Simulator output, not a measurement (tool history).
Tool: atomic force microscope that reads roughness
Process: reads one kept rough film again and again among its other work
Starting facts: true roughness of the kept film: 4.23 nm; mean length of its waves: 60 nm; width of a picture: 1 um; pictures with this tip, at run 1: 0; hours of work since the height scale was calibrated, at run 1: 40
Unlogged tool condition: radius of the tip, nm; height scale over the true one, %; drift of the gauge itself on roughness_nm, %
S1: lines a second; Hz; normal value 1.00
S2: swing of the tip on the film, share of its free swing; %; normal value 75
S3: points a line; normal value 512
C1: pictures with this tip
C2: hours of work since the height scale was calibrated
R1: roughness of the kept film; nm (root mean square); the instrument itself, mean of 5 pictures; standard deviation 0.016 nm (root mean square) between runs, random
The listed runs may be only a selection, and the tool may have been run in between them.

run	day	S1	S2	S3	C1	C2	R1
1	0.000	1.00	75	512	0	40	3.861
2	0.429	1.00	75	512	12	45	3.853
3	0.683	1.00	75	340	18	48	3.839
4	1.104	1.00	75	512	29	52	3.827
5	1.383	1.07	75	512	37	55	3.805
6	1.754	1.07	75	512	46	59	3.798
7	1.954	1.00	75	512	52	61	3.828
8	2.254	1.00	75	512	60	64	3.807
9	2.500	1.00	86	512	66	67	3.652
10	2.767	1.00	75	275	73	70	3.794
# day 2.842: height scale calibrated on a step standard
11	3.233	1.00	75	442	84	4	3.803
12	3.546	1.00	75	442	92	8	3.769
13	3.983	1.19	84	886	104	12	3.589
# day 4.067: height scale calibrated on a step standard, once more
14	4.317	1.19	84	886	111	3	3.619
15	4.604	1.00	75	381	119	6	3.763
16	4.792	2.41	75	559	124	8	3.470
17	5.212	2.48	75	307	135	12	3.480
18	5.642	2.48	75	307	146	17	3.465
19	6.083	1.00	68	762	158	22	3.855
20	6.517	1.97	75	512	169	26	3.552
21	6.842	1.00	64	492	178	30	3.872

Run 22 has not been measured yet. What should we expect?
22	7.154	1.45	87	512	186	33	?

R1: 3.411 nm (root mean square)
Take away the tool's hidden state, keep the run-to-run variation as it was, and the same run would have given R1 3.499 nm (root mean square).

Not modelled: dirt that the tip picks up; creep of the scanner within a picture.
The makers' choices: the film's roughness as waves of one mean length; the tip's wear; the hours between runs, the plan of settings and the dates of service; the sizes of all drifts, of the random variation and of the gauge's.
